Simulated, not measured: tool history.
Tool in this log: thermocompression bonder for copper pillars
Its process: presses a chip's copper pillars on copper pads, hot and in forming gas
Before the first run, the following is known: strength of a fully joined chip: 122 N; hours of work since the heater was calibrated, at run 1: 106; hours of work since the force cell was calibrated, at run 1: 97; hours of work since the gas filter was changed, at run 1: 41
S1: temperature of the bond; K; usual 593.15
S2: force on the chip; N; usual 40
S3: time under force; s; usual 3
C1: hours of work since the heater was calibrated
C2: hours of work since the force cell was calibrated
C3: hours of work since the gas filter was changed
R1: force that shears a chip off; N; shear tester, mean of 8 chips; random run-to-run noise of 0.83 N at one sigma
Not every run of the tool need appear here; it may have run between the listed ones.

run 1 hour=0 | S1=593.15 S2=40 S3=3 | C1=106 C2=97 C3=41 | R1=67.1
run 2 hour=4.1 | S1=593.15 S2=40 S3=3 | C1=109 C2=99 C3=43 | R1=67
run 3 hour=8.2 | S1=593.15 S2=40 S3=3 | C1=111 C2=101 C3=45 | R1=66.4
run 4 hour=16.5 | S1=593.15 S2=40 S3=3 | C1=116 C2=106 C3=50 | R1=66.3
run 5 hour=25.1 | S1=593.15 S2=40 S3=3 | C1=120 C2=111 C3=55 | R1=64.4
run 6 hour=32.8 | S1=593.15 S2=40 S3=3 | C1=125 C2=115 C3=59 | R1=67.1
run 7 hour=40.6 | S1=593.15 S2=40 S3=3 | C1=129 C2=119 C3=63 | R1=65.7
run 8 hour=49.3 | S1=593.15 S2=40 S3=3 | C1=134 C2=124 C3=68 | R1=65.2
run 9 hour=56.7 | S1=593.15 S2=40 S3=3 | C1=138 C2=128 C3=72 | R1=66.8
run 10 hour=65.7 | S1=589.15 S2=40 S3=3 | C1=143 C2=133 C3=77 | R1=62.7
run 11 hour=74 | S1=589.15 S2=40 S3=3 | C1=148 C2=138 C3=82 | R1=63.4
run 12 hour=81.3 | S1=589.15 S2=40 S3=3 | C1=152 C2=142 C3=86 | R1=61.4
run 13 hour=86.2 | S1=589.15 S2=40 S3=3 | C1=154 C2=145 C3=89 | R1=63.3
run 14 hour=92.8 | S1=593.15 S2=55 S3=3 | C1=158 C2=148 C3=93 | R1=77.4
run 15 hour=100.7 | S1=593.15 S2=40 S3=3 | C1=163 C2=153 C3=97 | R1=65.9
run 16 hour=106.8 | S1=593.15 S2=40 S3=3 | C1=166 C2=156 C3=100 | R1=65.3
run 17 hour=112.3 | S1=593.15 S2=40 S3=3 | C1=169 C2=159 C3=103 | R1=64.8
run 18 hour=118 | S1=593.15 S2=40 S3=3 | C1=172 C2=162 C3=107 | R1=65.2
run 19 hour=123.9 | S1=593.15 S2=40 S3=3 | C1=175 C2=166 C3=110 | R1=65.2
run 20 hour=131.9 | S1=593.15 S2=40 S3=3 | C1=180 C2=170 C3=114 | R1=65.5
run 21 hour=140.1 | S1=593.15 S2=40 S3=3 | C1=184 C2=175 C3=119 | R1=64.2
run 22 hour=147.9 | S1=578.15 S2=30 S3=2 | C1=189 C2=179 C3=123 | R1=40.3
run 23 hour=154 | S1=592.15 S2=40 S3=3 | C1=192 C2=182 C3=127 | R1=63.9
run 24 hour=162.7 | S1=593.15 S2=58 S3=2 | C1=197 C2=187 C3=132 | R1=66.7
run 25 hour=169.1 | S1=593.15 S2=40 S3=6 | C1=201 C2=191 C3=135 | R1=79
run 26 hour=176.2 | S1=593.15 S2=40 S3=6 | C1=205 C2=195 C3=139 | R1=77.4
run 27 hour=180.2 | S1=591.15 S2=40 S3=2 | C1=207 C2=197 C3=141 | R1=55.8
run 28 hour=184.6 | S1=574.15 S2=27 S3=5 | C1=209 C2=200 C3=144 | R1=53
run 29 hour=189.8 | S1=576.15 S2=30 S3=2 | C1=212 C2=202 C3=147 | R1=40.9
run 30 hour=194.4 | S1=593.15 S2=24 S3=3 | C1=215 C2=205 C3=149 | R1=50.5
run 31 hour=200.5 | S1=582.15 S2=40 S3=6 | C1=218 C2=208 C3=153 | R1=73.7
run 32 hour=205.5 | S1=593.15 S2=40 S3=2 | C1=221 C2=211 C3=156 | R1=56.8
run 33 hour=212.5 | S1=593.15 S2=40 S3=2 | C1=225 C2=215 C3=159 | R1=54.3
run 34 hour=219.5 | S1=595.15 S2=29 S3=3 | C1=229 C2=219 C3=163 | R1=54.4
run 35 hour=224.4 | S1=581.15 S2=29 S3=6 | C1=232 C2=222 C3=166 | R1=61.7
run 36 hour=228.3 | S1=607.15 S2=43 S3=3 | C1=234 C2=224 C3=168 | R1=74.2
run 37 hour=233.6 | S1=607.15 S2=43 S3=3 | C1=237 C2=227 C3=171 | R1=75
run 38 hour=238 | S1=577.15 S2=37 S3=3 | C1=239 C2=229 C3=174 | R1=54.6
run 39 hour=245.4 | S1=569.15 S2=40 S3=4 | C1=243 C2=233 C3=178 | R1=56.4
run 40 hour=251.8 | S1=597.15 S2=25 S3=3 | C1=247 C2=237 C3=181 | R1=52.4

Predict each of these 4 candidate next runs independently; none follows another, all start after run 40:
run A hour=257.4 | S1=597.15 S2=40 S3=3 | C1=250 C2=240 C3=184 | R1=?
run B hour=257.4 | S1=569.15 S2=54 S3=5 | C1=250 C2=240 C3=184 | R1=?
run C hour=257.4 | S1=602.15 S2=48 S3=6 | C1=250 C2=240 C3=184 | R1=?
run D hour=257.4 | S1=570.15 S2=25 S3=6 | C1=250 C2=240 C3=184 | R1=?

run=A R1=66.4
run=B R1=71.1
run=C R1=88.8
run=D R1=53
Stripped of hidden state, with their random variation kept, the same runs would have yielded:
run=A R1=68.8
run=B R1=73.7
run=C R1=93
run=D R1=54.4
